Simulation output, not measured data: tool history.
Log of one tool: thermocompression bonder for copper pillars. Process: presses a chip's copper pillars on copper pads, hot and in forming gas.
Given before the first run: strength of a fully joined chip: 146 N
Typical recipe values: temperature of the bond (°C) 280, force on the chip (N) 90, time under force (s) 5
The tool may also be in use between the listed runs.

| run | hour | temperature of the bond (°C) | force on the chip (N) | time under force (s) | force that shears a chip off (N) |
|---|---|---|---|---|---|
| 1 | 0.0 | 280 | 90 | 5 | 79.5 |
| 2 | 4.4 | 268 | 90 | 5 | 67.3 |
| 3 | 8.6 | 280 | 90 | 5 | 78.4 |
| 4 | 16.2 | 280 | 90 | 5 | 78.7 |
| 5 | 24.7 | 258 | 90 | 5 | 57.3 |
| 6 | 29.7 | 280 | 90 | 5 | 79.9 |
| 7 | 35.4 | 280 | 90 | 5 | 77.8 |
| 8 | 41.9 | 280 | 90 | 5 | 79.5 |
| 9 | 46.7 | 280 | 90 | 5 | 80.0 |
| 10 | 55.1 | 280 | 90 | 5 | 80.4 |
| 11 | 60.6 | 280 | 90 | 5 | 79.2 |
| 12 | 68.4 | 280 | 90 | 5 | 77.3 |
| 13 | 75.4 | 280 | 90 | 5 | 79.5 |
| 14 | 79.6 | 280 | 90 | 5 | 76.3 |
| 15 | 87.6 | 280 | 90 | 5 | 78.1 |
| 16 | 94.0 | 280 | 59 | 5 | 52.8 |
|  | 101.2 | forming gas filter changed |
| 17 | 101.9 | 280 | 90 | 8 | 95.1 |
| 18 | 106.3 | 280 | 90 | 8 | 93.0 |
| 19 | 112.5 | 280 | 90 | 8 | 97.9 |
| 20 | 119.9 | 280 | 90 | 6 | 88.1 |
| 21 | 127.5 | 280 | 90 | 6 | 88.1 |
| 22 | 136.3 | 284 | 90 | 6 | 90.4 |
| 23 | 145.6 | 284 | 90 | 6 | 91.0 |
| 24 | 151.0 | 266 | 112 | 3 | 69.4 |
| 25 | 157.4 | 268 | 58 | 8 | 55.2 |
| 26 | 167.0 | 292 | 132 | 14 | 135.1 |
| 27 | 174.3 | 292 | 132 | 4 | 113.4 |
| 28 | 183.1 | 284 | 130 | 7 | 117.6 |
| 29 | 192.6 | 282 | 65 | 14 | 88.1 |
| 30 | 201.3 | 282 | 65 | 14 | 89.8 |
| 31 | 206.3 | 282 | 65 | 14 | 88.1 |
| 32 | 215.0 | 280 | 66 | 5 | 62.3 |
| 33 | 219.4 | 280 | 96 | 3 | 72.6 |
| 34 | 223.5 | 280 | 96 | 10 | 102.8 |
| 35 | 230.3 | 280 | 96 | 10 | 103.7 |
| 36 | 237.4 | 280 | 74 | 5 | 68.4 |
| 37 | 241.5 | 305 | 105 | 4 | 108.0 |
| 38 | 249.4 | 300 | 131 | 5 | 122.3 |
| 39 | 255.5 | 297 | 75 | 5 | 85.1 |

Branching from run 39: 4 alternative next runs. What would each branch give?
| A | 264.6 | 288 | 73 | 10 | ? |
| B | 264.6 | 257 | 124 | 3 | ? |
| C | 264.6 | 261 | 75 | 5 | ? |
| D | 264.6 | 305 | 128 | 11 | ? |

| run | force that shears a chip off (N) |
|---|---|
| A | 92.6 |
| B | 65.1 |
| C | 50.7 |
| D | 135.5 |
Without the tool's unlogged condition, the same runs would have read:
| run | force that shears a chip off (N) |
|---|---|
| A | 98.2 |
| B | 70.2 |
| C | 55.1 |
| D | 139.6 |
